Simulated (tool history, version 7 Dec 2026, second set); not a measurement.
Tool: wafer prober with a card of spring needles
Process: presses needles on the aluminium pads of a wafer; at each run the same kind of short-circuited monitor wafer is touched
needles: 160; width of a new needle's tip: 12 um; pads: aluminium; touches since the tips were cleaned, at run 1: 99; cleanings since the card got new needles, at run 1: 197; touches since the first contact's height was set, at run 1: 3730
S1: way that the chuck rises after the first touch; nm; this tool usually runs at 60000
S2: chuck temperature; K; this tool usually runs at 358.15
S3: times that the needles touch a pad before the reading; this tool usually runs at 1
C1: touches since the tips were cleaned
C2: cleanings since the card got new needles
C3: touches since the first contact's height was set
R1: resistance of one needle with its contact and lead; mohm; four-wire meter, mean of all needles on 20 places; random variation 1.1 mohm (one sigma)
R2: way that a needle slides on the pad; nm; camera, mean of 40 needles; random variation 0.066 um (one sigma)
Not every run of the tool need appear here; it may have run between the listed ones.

run 1 hour=0 | S1=60000 S2=358.15 S3=1 | C1=99 C2=197 C3=3730 | R1=177 R2=10170
-- hour=3.3 tips cleaned on abrasive film
-- hour=6.6 tips cleaned on abrasive film
-- hour=9.9 tips cleaned on abrasive film
-- hour=13.2 tips cleaned on abrasive film
-- hour=16.5 tips cleaned on abrasive film
-- hour=19.7 tips cleaned on abrasive film
-- hour=23 tips cleaned on abrasive film
-- hour=26.3 tips cleaned on abrasive film
-- hour=30.4 tips cleaned on abrasive film
run 2 hour=31.2 | S1=60000 S2=358.15 S3=1 | C1=379 C2=206 C3=19040 | R1=180 R2=10080
-- hour=34.5 tips cleaned on abrasive film
-- hour=37.7 tips cleaned on abrasive film
-- hour=41.8 tips cleaned on abrasive film
-- hour=45.1 tips cleaned on abrasive film
-- hour=48.4 tips cleaned on abrasive film
-- hour=51.7 tips cleaned on abrasive film
-- hour=55 tips cleaned on abrasive film
-- hour=58.3 tips cleaned on abrasive film
-- hour=61.6 tips cleaned on abrasive film
-- hour=64.9 tips cleaned on abrasive film
-- hour=68.2 tips cleaned on abrasive film
-- hour=71.4 tips cleaned on abrasive film
run 3 hour=72.6 | S1=60000 S2=358.15 S3=1 | C1=561 C2=218 C3=39373 | R1=182 R2=9850
-- hour=75.1 tips cleaned on abrasive film
-- hour=78.3 tips cleaned on abrasive film
-- hour=81.6 tips cleaned on abrasive film
-- hour=84.9 tips cleaned on abrasive film
-- hour=89 tips cleaned on abrasive film
-- hour=93.1 tips cleaned on abrasive film
-- hour=96.4 tips cleaned on abrasive film
-- hour=99.7 tips cleaned on abrasive film
run 4 hour=99.7 | S1=60000 S2=358.15 S3=1 | C1=17 C2=226 C3=52704 | R1=179 R2=9770
-- hour=103 tips cleaned on abrasive film
-- hour=106.3 tips cleaned on abrasive film
-- hour=109.6 tips cleaned on abrasive film
-- hour=112.9 tips cleaned on abrasive film
-- hour=116.9 tips cleaned on abrasive film
-- hour=121 tips cleaned on abrasive film
-- hour=125.1 tips cleaned on abrasive film
-- hour=128.4 tips cleaned on abrasive film
-- hour=132.5 tips cleaned on abrasive film
-- hour=135.8 tips cleaned on abrasive film
-- hour=139.1 tips cleaned on abrasive film
run 5 hour=141.5 | S1=60000 S2=358.15 S3=1 | C1=1230 C2=237 C3=73290 | R1=186 R2=9640
-- hour=142.4 tips cleaned on abrasive film
-- hour=145.7 tips cleaned on abrasive film
-- hour=149 tips cleaned on abrasive film
-- hour=153.1 tips cleaned on abrasive film
-- hour=157.2 tips cleaned on abrasive film
-- hour=161.3 tips cleaned on abrasive film
-- hour=164.6 tips cleaned on abrasive film
-- hour=167.8 tips cleaned on abrasive film
-- hour=171.1 tips cleaned on abrasive film
-- hour=174.4 tips cleaned on abrasive film
-- hour=178.5 tips cleaned on abrasive film
-- hour=181.8 tips cleaned on abrasive film
run 6 hour=183.7 | S1=60000 S2=358.15 S3=1 | C1=950 C2=249 C3=94016 | R1=187 R2=9550
-- hour=185.4 tips cleaned on abrasive film
-- hour=188.7 tips cleaned on abrasive film
-- hour=192 tips cleaned on abrasive film
-- hour=195.2 tips cleaned on abrasive film
-- hour=198.5 tips cleaned on abrasive film
-- hour=201.8 tips cleaned on abrasive film
-- hour=205.1 tips cleaned on abrasive film
-- hour=208.4 tips cleaned on abrasive film
-- hour=212.5 tips cleaned on abrasive film
-- hour=215.8 tips cleaned on abrasive film
-- hour=219.1 tips cleaned on abrasive film
run 7 hour=219.1 | S1=60000 S2=358.15 S3=1 | C1=27 C2=260 C3=111394 | R1=180 R2=9440
-- hour=222.4 tips cleaned on abrasive film
-- hour=225.7 tips cleaned on abrasive film
-- hour=229 tips cleaned on abrasive film
-- hour=233.1 tips cleaned on abrasive film
-- hour=236.4 tips cleaned on abrasive film
-- hour=240.5 tips cleaned on abrasive film
-- hour=243.7 tips cleaned on abrasive film
-- hour=247 tips cleaned on abrasive film
-- hour=250.3 tips cleaned on abrasive film
run 8 hour=251.2 | S1=60000 S2=358.15 S3=1 | C1=419 C2=269 C3=127138 | R1=183 R2=9250
-- hour=254.4 tips cleaned on abrasive film
-- hour=257.7 tips cleaned on abrasive film
-- hour=261 tips cleaned on abrasive film
-- hour=264.3 tips cleaned on abrasive film
-- hour=267.6 tips cleaned on abrasive film
-- hour=270.9 tips cleaned on abrasive film
run 9 hour=271.6 | S1=60000 S2=358.15 S3=1 | C1=353 C2=275 C3=137158 | R1=184 R2=9250
-- hour=274.9 tips cleaned on abrasive film
-- hour=278.1 tips cleaned on abrasive film
-- hour=282.2 tips cleaned on abrasive film
-- hour=285.5 tips cleaned on abrasive film
-- hour=289.6 tips cleaned on abrasive film
run 10 hour=292 | S1=60000 S2=358.15 S3=1 | C1=1187 C2=280 C3=147222 | R1=192 R2=9160
-- hour=293.7 tips cleaned on abrasive film
-- hour=297.7 tips cleaned on abrasive film
-- hour=301.8 tips cleaned on abrasive film
-- hour=305.1 tips cleaned on abrasive film
-- hour=308.4 tips cleaned on abrasive film
run 11 hour=310.6 | S1=46000 S2=323.15 S3=3 | C1=1112 C2=285 C3=156405 | R1=184 R2=6730
-- hour=312.3 tips cleaned on abrasive film
-- hour=315.6 tips cleaned on abrasive film
-- hour=319.7 tips cleaned on abrasive film
-- hour=323.8 tips cleaned on abrasive film
-- hour=327.1 tips cleaned on abrasive film
-- hour=331.2 tips cleaned on abrasive film
-- hour=333 height of the first contact set anew
-- hour=334.7 tips cleaned on abrasive film
-- hour=338 tips cleaned on abrasive film
-- hour=341.3 tips cleaned on abrasive film
-- hour=344.6 tips cleaned on abrasive film
-- hour=347.9 tips cleaned on abrasive film
-- hour=351.2 tips cleaned on abrasive film
run 12 hour=352 | S1=46000 S2=323.15 S3=3 | C1=398 C2=297 C3=9275 | R1=179 R2=7640
-- hour=355.3 tips cleaned on abrasive film
-- hour=358.6 tips cleaned on abrasive film
-- hour=361.9 tips cleaned on abrasive film
-- hour=365.9 tips cleaned on abrasive film
-- hour=377.9 card fitted with new needles
-- hour=381.2 tips cleaned on abrasive film
-- hour=384.5 tips cleaned on abrasive film
-- hour=388.6 tips cleaned on abrasive film
run 13 hour=391.3 | S1=43000 S2=358.15 S3=2 | C1=1379 C2=3 C3=6625 | R1=183 R2=7210
-- hour=392.2 tips cleaned on abrasive film
-- hour=395.5 tips cleaned on abrasive film
-- hour=398.8 tips cleaned on abrasive film
-- hour=402.9 tips cleaned on abrasive film
-- hour=406.2 tips cleaned on abrasive film
-- hour=409.5 tips cleaned on abrasive film
-- hour=412.8 tips cleaned on abrasive film
-- hour=416.9 tips cleaned on abrasive film
-- hour=420.2 tips cleaned on abrasive film
run 14 hour=422.1 | S1=43000 S2=358.15 S3=2 | C1=960 C2=12 C3=21708 | R1=182 R2=7100
-- hour=423.8 tips cleaned on abrasive film
-- hour=427 tips cleaned on abrasive film
-- hour=431.1 tips cleaned on abrasive film
-- hour=434.4 tips cleaned on abrasive film
-- hour=437.7 tips cleaned on abrasive film
-- hour=441 tips cleaned on abrasive film
-- hour=444.3 tips cleaned on abrasive film
-- hour=447.6 tips cleaned on abrasive film
-- hour=450.9 tips cleaned on abrasive film
-- hour=454.2 tips cleaned on abrasive film
-- hour=458.3 tips cleaned on abrasive film
run 15 hour=458.4 | S1=40000 S2=377.15 S3=1 | C1=86 C2=23 C3=39549 | R1=187 R2=6480
-- hour=461.7 tips cleaned on abrasive film
-- hour=465 tips cleaned on abrasive film
-- hour=468.3 tips cleaned on abrasive film
-- hour=471.6 tips cleaned on abrasive film
-- hour=474.9 tips cleaned on abrasive film
-- hour=479 tips cleaned on abrasive film
-- hour=482.3 tips cleaned on abrasive film
-- hour=485.6 tips cleaned on abrasive film
-- hour=488.8 tips cleaned on abrasive film
-- hour=492.1 tips cleaned on abrasive film
run 16 hour=492.5 | S1=40000 S2=377.15 S3=1 | C1=174 C2=33 C3=56270 | R1=187 R2=6390
-- hour=495.8 tips cleaned on abrasive film
-- hour=499.1 tips cleaned on abrasive film
-- hour=502.3 tips cleaned on abrasive film
-- hour=505.6 tips cleaned on abrasive film
-- hour=508.9 tips cleaned on abrasive film
run 17 hour=511 | S1=60000 S2=324.15 S3=1 | C1=1041 C2=38 C3=65380 | R1=174 R2=9740
-- hour=512.7 tips cleaned on abrasive film
-- hour=516 tips cleaned on abrasive film
-- hour=519.3 tips cleaned on abrasive film
-- hour=522.6 tips cleaned on abrasive film
-- hour=525.8 tips cleaned on abrasive film
-- hour=529.1 tips cleaned on abrasive film
-- hour=533.2 tips cleaned on abrasive film
-- hour=536.5 tips cleaned on abrasive film
-- hour=539.8 tips cleaned on abrasive film
-- hour=543.1 tips cleaned on abrasive film
-- hour=546.4 tips cleaned on abrasive film
-- hour=549.7 tips cleaned on abrasive film
run 18 hour=552.1 | S1=46000 S2=311.15 S3=1 | C1=1225 C2=50 C3=85568 | R1=181 R2=7160
-- hour=553 tips cleaned on abrasive film
-- hour=556.3 tips cleaned on abrasive film
-- hour=560.4 tips cleaned on abrasive film
-- hour=563.6 tips cleaned on abrasive film
-- hour=566.9 tips cleaned on abrasive film
-- hour=570.2 tips cleaned on abrasive film
-- hour=573.5 tips cleaned on abrasive film
run 19 hour=576.7 | S1=46000 S2=311.15 S3=1 | C1=1597 C2=57 C3=97646 | R1=184 R2=7120

For some of the steps in R1 from one run to the next: how much would appear even if the tool had no hidden state, given the settings, what came in and random variation, and how much remains for the hidden state plus any gauge scatter that the measured result and the result without hidden state don't share?
Hidden conditions of the tool in this case: debris on the tips, nm; way that the needles fall short of the set height, um; tips' diameter, um; drift of the gauge itself on contact_mohm, %; drift of the gauge itself on scrub_um, %.
Run 9 -> 10: tips cleaned on abrasive film, tips cleaned on abrasive film, tips cleaned on abrasive film, tips cleaned on abrasive film, tips cleaned on abrasive film. R1 +8 mohm: hidden state +8, all else +0.
Run 16 -> 17: S1 40000 -> 60000, S2 377.15 -> 324.15, tips cleaned on abrasive film, tips cleaned on abrasive film, tips cleaned on abrasive film, tips cleaned on abrasive film, tips cleaned on abrasive film. R1 -13 mohm: hidden state +1, all else -14.

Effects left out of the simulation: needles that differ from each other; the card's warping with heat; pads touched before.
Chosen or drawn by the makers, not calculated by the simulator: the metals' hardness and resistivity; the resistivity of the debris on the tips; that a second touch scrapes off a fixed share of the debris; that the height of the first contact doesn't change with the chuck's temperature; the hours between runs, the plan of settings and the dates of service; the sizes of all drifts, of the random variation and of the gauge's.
